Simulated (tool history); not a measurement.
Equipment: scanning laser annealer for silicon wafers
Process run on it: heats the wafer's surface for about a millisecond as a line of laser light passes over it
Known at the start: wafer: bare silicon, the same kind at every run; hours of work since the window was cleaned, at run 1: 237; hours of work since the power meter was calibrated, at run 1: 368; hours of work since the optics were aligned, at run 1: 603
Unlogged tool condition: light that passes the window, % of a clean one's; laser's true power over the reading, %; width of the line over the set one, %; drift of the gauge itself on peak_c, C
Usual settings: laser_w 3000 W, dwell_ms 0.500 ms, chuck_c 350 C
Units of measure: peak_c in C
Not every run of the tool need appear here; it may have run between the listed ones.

run	hour	laser_w	dwell_ms	chuck_c	hours of work since the window was cleaned	hours of work since the power meter was calibrated	hours of work since the optics were aligned	peak_c
1	0.0	3000	0.500	350	237	368	603	1054
2	57.6	3000	0.491	350	263	395	629	1047
3	111.1	3000	0.500	350	287	419	654	1055
4	148.1	3000	0.575	350	304	436	671	1110
5	182.7	3000	0.575	350	320	451	686	1110
6	211.5	3000	0.575	350	333	465	699	1108
# hour 233.0: window over the wafer cleaned
7	266.0	3000	0.575	350	15	488	723	1113
8	323.1	3000	0.575	350	41	514	749	1111
9	364.2	3000	0.500	350	60	533	768	1054
# hour 404.7: optics aligned, line set to its width
10	404.7	3000	0.500	350	76	549	0	1054
11	466.2	3000	0.500	350	104	577	28	1054
12	520.3	3000	0.500	350	128	602	53	1053
13	583.2	3000	0.500	350	157	630	81	1056
14	641.8	3000	0.489	310	183	657	108	1004
15	668.6	3000	0.352	382	196	669	120	959
16	712.0	3000	0.508	325	215	689	140	1037
17	748.6	3000	0.508	325	232	705	156	1036
18	781.7	3283	0.525	346	247	720	171	1141
19	831.2	2951	0.441	390	270	743	194	1034
20	878.3	2951	0.391	390	291	764	215	994
21	909.9	2951	0.391	335	305	779	230	937
22	959.7	2951	0.391	335	328	801	252	938
# hour 993.2: window over the wafer cleaned
23	995.8	2951	0.467	358	1	817	268	1023
24	1050.1	3047	0.351	323	26	842	292	911
25	1106.5	3047	0.351	323	51	867	318	911
26	1141.5	2997	0.370	317	67	883	334	909

Predict each of these 5 candidate next runs independently; none follows another, all start after run 26:
A	1188.3	2739	0.392	361	89	904	355	?
B	1188.3	2997	0.409	375	89	904	355	?
C	1188.3	3000	0.433	348	89	904	355	?
D	1188.3	3089	0.373	312	89	904	355	?
E	1188.3	2833	0.434	317	89	904	355	?

run	peak_c
A	920
B	1001
C	995
D	926
E	930
The same runs, with their run-to-run variation unchanged, on a tool lacking any hidden condition would have given:
run	peak_c
A	920
B	1002
C	995
D	926
E	930
